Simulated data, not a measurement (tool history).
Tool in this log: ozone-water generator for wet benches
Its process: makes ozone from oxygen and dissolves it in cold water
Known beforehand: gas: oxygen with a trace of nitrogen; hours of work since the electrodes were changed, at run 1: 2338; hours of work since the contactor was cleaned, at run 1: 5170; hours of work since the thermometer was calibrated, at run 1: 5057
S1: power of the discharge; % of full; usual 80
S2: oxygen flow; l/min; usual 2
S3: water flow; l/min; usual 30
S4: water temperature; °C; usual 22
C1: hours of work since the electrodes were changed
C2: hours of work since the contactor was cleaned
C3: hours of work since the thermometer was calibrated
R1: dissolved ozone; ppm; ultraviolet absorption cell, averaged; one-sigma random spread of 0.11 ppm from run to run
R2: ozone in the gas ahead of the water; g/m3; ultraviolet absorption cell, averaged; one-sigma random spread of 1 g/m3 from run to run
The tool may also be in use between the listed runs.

run,day,S1,S2,S3,S4,C1,C2,C3,R1,R2
1,0,80,2,30,22,2338,5170,5057,6.5,172.2
2,1.925,80,2,30,22,2375,5207,5094,6.6,171.1
3,4.738,80,1.02,30,22,2429,5261,5148,5.3,246.2
4,7.104,80,1.02,30,22,2475,5307,5193,5.1,244.7
5,9.829,80,2,30,22,2527,5359,5246,6.5,169.8
6,13.025,80,2,30,22,2588,5420,5307,6.5,171.6
7,15.112,80,2,30,22,2628,5460,5347,6.4,169.3
8,18.9,80,2,30,22,2701,5533,5420,6.5,170.3
9,22.288,56,2,30,22,2766,5598,5485,5,125.6
# day 23.996: contactor cleaned
10,26.283,56,2,30,22,2840,44,5558,5.2,124
11,30.517,80,3,30,22,2921,125,5640,7.5,135.7
# day 33.262: water thermometer calibrated
12,34.088,80,2,30,22,2989,193,16,7.2,168.7
13,37.329,80,2,30,22,3051,255,78,7,167.7
14,41.579,80,2,30,22,3133,337,160,7,166.7
15,44.75,80,1.56,26,22,3193,398,220,7.7,190.5
16,48.275,80,1.56,26,22,3261,465,288,7.6,190.1
17,50.996,80,1.56,39,14,3313,518,340,4.9,188.9
18,54.821,80,1.56,39,14,3387,591,414,4.9,189.3
19,57.479,92,1.56,34,14,3438,642,465,6.3,212
20,61.433,80,2,30,22,3514,718,541,6.9,166.2

Run 21 has not been measured yet. What should we expect?
21,63.288,65,2,25,22,3549,753,576,?,?

R1: 7 ppm
R2: 137.9 g/m3
The same run, on a tool lacking any hidden state, would have yielded R1 7.8 ppm, R2 150.8 g/m3.
